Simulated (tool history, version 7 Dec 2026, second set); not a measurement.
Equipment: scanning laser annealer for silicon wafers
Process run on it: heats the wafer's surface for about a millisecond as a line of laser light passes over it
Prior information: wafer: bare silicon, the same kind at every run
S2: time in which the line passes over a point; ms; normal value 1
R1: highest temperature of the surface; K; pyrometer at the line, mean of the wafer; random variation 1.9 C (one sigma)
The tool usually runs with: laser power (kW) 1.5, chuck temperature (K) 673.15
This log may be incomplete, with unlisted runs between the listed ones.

{"run": 1, "day": 0.0, "laser power (kW)": 1.5, "S2": 1, "chuck temperature (K)": 673.15, "R1": 1391.15}
{"run": 2, "day": 0.479, "laser power (kW)": 1.5, "S2": 1, "chuck temperature (K)": 673.15, "R1": 1391.15}
{"run": 3, "day": 1.012, "laser power (kW)": 1.5, "S2": 0.83, "chuck temperature (K)": 673.15, "R1": 1322.15}
{"run": 4, "day": 1.717, "laser power (kW)": 1.5, "S2": 0.83, "chuck temperature (K)": 673.15, "R1": 1323.15}
{"run": 5, "day": 2.171, "laser power (kW)": 1.5, "S2": 0.83, "chuck temperature (K)": 673.15, "R1": 1321.15}
{"run": 6, "day": 2.754, "laser power (kW)": 1.5, "S2": 0.83, "chuck temperature (K)": 673.15, "R1": 1326.15}
{"run": 7, "day": 3.392, "laser power (kW)": 1.5, "S2": 1, "chuck temperature (K)": 673.15, "R1": 1392.15}
{"run": 8, "day": 3.988, "laser power (kW)": 1.5, "S2": 1, "chuck temperature (K)": 673.15, "R1": 1394.15}
{"run": 9, "day": 4.592, "laser power (kW)": 1.5, "S2": 1, "chuck temperature (K)": 673.15, "R1": 1393.15}
{"run": 10, "day": 4.9, "laser power (kW)": 1.5, "S2": 1, "chuck temperature (K)": 673.15, "R1": 1392.15}
{"run": 11, "day": 5.225, "laser power (kW)": 1.5, "S2": 1, "chuck temperature (K)": 673.15, "R1": 1393.15}
{"run": 12, "day": 5.6, "laser power (kW)": 1.5, "S2": 1, "chuck temperature (K)": 673.15, "R1": 1391.15}
{"run": 13, "day": 5.946, "laser power (kW)": 1.5, "S2": 1, "chuck temperature (K)": 673.15, "R1": 1391.15}
{"run": 14, "day": 6.438, "laser power (kW)": 1.5, "S2": 1, "chuck temperature (K)": 673.15, "R1": 1391.15}
{"run": 15, "day": 7.162, "laser power (kW)": 1.5, "S2": 0.84, "chuck temperature (K)": 673.15, "R1": 1325.15}
{"run": 16, "day": 7.671, "laser power (kW)": 1.5, "S2": 0.73, "chuck temperature (K)": 673.15, "R1": 1277.15}
{"run": 17, "day": 8.229, "laser power (kW)": 1.5, "S2": 0.73, "chuck temperature (K)": 673.15, "R1": 1279.15}
{"run": 18, "day": 8.733, "laser power (kW)": 1.5, "S2": 0.76, "chuck temperature (K)": 673.15, "R1": 1294.15}
{"run": 19, "day": 9.196, "laser power (kW)": 1.5, "S2": 0.76, "chuck temperature (K)": 673.15, "R1": 1293.15}
{"run": 20, "day": 9.583, "laser power (kW)": 1.5, "S2": 0.76, "chuck temperature (K)": 673.15, "R1": 1293.15}
{"run": 21, "day": 10.254, "laser power (kW)": 1.5, "S2": 0.76, "chuck temperature (K)": 673.15, "R1": 1295.15}
{"run": 22, "day": 10.692, "laser power (kW)": 1.419, "S2": 0.93, "chuck temperature (K)": 637.15, "R1": 1282.15}
{"run": 23, "day": 11.421, "laser power (kW)": 1.5, "S2": 1.02, "chuck temperature (K)": 703.15, "R1": 1429.15}
{"run": 24, "day": 12.046, "laser power (kW)": 1.56, "S2": 0.83, "chuck temperature (K)": 673.15, "R1": 1355.15}
{"run": 25, "day": 12.45, "laser power (kW)": 1.38, "S2": 0.75, "chuck temperature (K)": 703.15, "R1": 1258.15}
{"run": 26, "day": 12.767, "laser power (kW)": 1.38, "S2": 0.75, "chuck temperature (K)": 702.15, "R1": 1262.15}
{"run": 27, "day": 13.488, "laser power (kW)": 1.38, "S2": 1.2, "chuck temperature (K)": 690.15, "R1": 1409.15}
{"run": 28, "day": 13.817, "laser power (kW)": 1.38, "S2": 1.2, "chuck temperature (K)": 690.15, "R1": 1409.15}
{"run": 29, "day": 14.229, "laser power (kW)": 1.637, "S2": 0.76, "chuck temperature (K)": 652.15, "R1": 1341.15}
{"run": 30, "day": 14.775, "laser power (kW)": 1.637, "S2": 0.76, "chuck temperature (K)": 652.15, "R1": 1335.15}
{"run": 31, "day": 15.438, "laser power (kW)": 1.42, "S2": 0.76, "chuck temperature (K)": 660.15, "R1": 1244.15}
{"run": 32, "day": 15.833, "laser power (kW)": 1.42, "S2": 0.76, "chuck temperature (K)": 660.15, "R1": 1238.15}
{"run": 33, "day": 16.175, "laser power (kW)": 1.549, "S2": 0.85, "chuck temperature (K)": 660.15, "R1": 1343.15}
{"run": 34, "day": 16.758, "laser power (kW)": 1.518, "S2": 0.76, "chuck temperature (K)": 665.15, "R1": 1297.15}
{"run": 35, "day": 17.079, "laser power (kW)": 1.453, "S2": 0.7, "chuck temperature (K)": 636.15, "R1": 1210.15}
{"run": 36, "day": 17.604, "laser power (kW)": 1.453, "S2": 0.7, "chuck temperature (K)": 636.15, "R1": 1207.15}
{"run": 37, "day": 18.262, "laser power (kW)": 1.5, "S2": 1.07, "chuck temperature (K)": 673.15, "R1": 1418.15}
{"run": 38, "day": 18.842, "laser power (kW)": 1.563, "S2": 1, "chuck temperature (K)": 673.15, "R1": 1431.15}
{"run": 39, "day": 19.4, "laser power (kW)": 1.563, "S2": 1, "chuck temperature (K)": 673.15, "R1": 1429.15}
{"run": 40, "day": 19.821, "laser power (kW)": 1.5, "S2": 0.96, "chuck temperature (K)": 704.15, "R1": 1407.15}
{"run": 41, "day": 20.392, "laser power (kW)": 1.5, "S2": 1, "chuck temperature (K)": 703.15, "R1": 1423.15}
{"run": 42, "day": 20.879, "laser power (kW)": 1.5, "S2": 0.91, "chuck temperature (K)": 675.15, "R1": 1359.15}

Removed from this log: 1 entry logged between the listed runs. Between which two listed runs does each belong, and how does the tool's hidden state at the listed run before it compare with that at the listed run after it?
Between runs 38 and 39: optics aligned, line set to its width (day 19.317)
  width of the line over the set one, %: 0.05 -> 0
